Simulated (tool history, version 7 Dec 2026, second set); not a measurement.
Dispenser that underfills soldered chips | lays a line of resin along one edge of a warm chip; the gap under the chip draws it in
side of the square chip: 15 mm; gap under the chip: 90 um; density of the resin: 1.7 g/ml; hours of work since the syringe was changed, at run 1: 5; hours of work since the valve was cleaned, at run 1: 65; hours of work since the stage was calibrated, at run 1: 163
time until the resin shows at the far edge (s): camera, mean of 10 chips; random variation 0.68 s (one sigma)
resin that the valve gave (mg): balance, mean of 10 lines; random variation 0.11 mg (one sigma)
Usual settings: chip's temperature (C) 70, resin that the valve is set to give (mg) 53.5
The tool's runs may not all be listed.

run,hour,chip's temperature (C),resin that the valve is set to give (mg),hours of work since the syringe was changed,hours of work since the valve was cleaned,hours of work since the stage was calibrated,time until the resin shows at the far edge (s),resin that the valve gave (mg)
1,0.0,70,53.5,5,65,163,81.3,52.19
# hour 3.4: dispensing valve cleaned and set on the balance
# hour 4.2: new syringe of resin
2,5.4,64,53.5,1,1,166,86.4,53.41
3,11.2,64,53.5,4,5,169,103.4,53.39
# hour 15.6: new syringe of resin
4,17.9,64,53.5,1,9,173,93.6,53.38
5,23.2,70,68.4,5,12,176,80.0,67.84
# hour 27.3: new syringe of resin
6,31.3,70,56.9,3,17,181,73.8,56.76
7,35.3,70,56.9,5,19,184,81.6,56.56
# hour 38.8: new syringe of resin
8,41.5,70,56.9,2,23,187,69.4,56.37
9,46.1,76,53.5,5,26,190,60.9,53.14
# hour 50.1: new syringe of resin
10,53.5,76,53.5,2,30,195,55.2,52.87
11,57.4,70,53.5,5,33,197,80.5,52.72
# hour 61.4: new syringe of resin
12,63.5,70,53.5,1,36,201,70.4,52.83
13,67.9,70,53.5,4,39,203,80.1,52.78
# hour 73.4: new syringe of resin
14,75.1,74,53.5,1,43,208,58.7,52.55
15,81.3,70,50.4,5,47,211,84.2,49.63
# hour 85.0: new syringe of resin
16,87.8,70,50.4,2,51,215,72.5,49.28
17,95.6,70,50.4,7,56,220,90.8,49.28
# hour 96.7: new syringe of resin
18,99.7,70,53.5,2,58,222,71.8,52.20
19,103.5,66,58.4,4,60,225,95.9,57.10
# hour 108.4: new syringe of resin
20,108.8,63,53.5,0,63,228,92.2,52.19
# hour 113.8: dispensing valve cleaned and set on the balance
21,117.8,74,53.5,5,2,233,72.0,53.52
# hour 120.7: new syringe of resin
22,123.3,74,53.5,2,6,236,59.6,53.30
23,131.2,74,53.5,6,11,241,75.3,53.19
# hour 132.5: new syringe of resin
24,136.1,55,68.1,2,13,244,147.5,67.31
25,142.0,66,46.8,6,17,247,107.8,46.34
# hour 144.2: new syringe of resin
26,148.7,80,52.7,3,21,251,48.7,52.27
# hour 156.0: new syringe of resin
27,156.0,80,52.7,0,25,256,43.3,52.17
28,163.0,80,52.7,4,30,260,53.8,52.11
# hour 167.3: new syringe of resin
29,168.5,80,52.7,1,33,263,44.4,51.85
30,174.1,67,53.5,4,36,267,92.6,52.67
# hour 178.7: new syringe of resin
31,180.6,71,60.0,1,40,271,66.0,58.97
32,187.8,82,61.6,6,45,275,50.1,60.58
# hour 190.0: new syringe of resin
33,192.6,72,46.3,2,48,278,67.6,45.40
34,196.6,81,53.5,4,50,280,50.1,52.34
# hour 201.6: new syringe of resin
35,203.9,81,53.5,1,54,285,44.6,52.26

4 ways to go on from here, each from the tool as it stands after run 35. What would each give?
A,207.3,60,45.9,4,56,287,?,?
B,207.3,57,56.0,4,56,287,?,?
C,207.3,55,53.5,4,56,287,?,?
D,207.3,65,50.1,4,56,287,?,?

run,time until the resin shows at the far edge (s),resin that the valve gave (mg)
A,134.2,44.87
B,146.6,54.67
C,166.7,52.15
D,101.9,48.83
Without the tool's hidden state the same runs would have given:
run,time until the resin shows at the far edge (s),resin that the valve gave (mg)
A,102.1,45.94
B,111.5,55.98
C,126.6,53.39
D,77.7,50.00

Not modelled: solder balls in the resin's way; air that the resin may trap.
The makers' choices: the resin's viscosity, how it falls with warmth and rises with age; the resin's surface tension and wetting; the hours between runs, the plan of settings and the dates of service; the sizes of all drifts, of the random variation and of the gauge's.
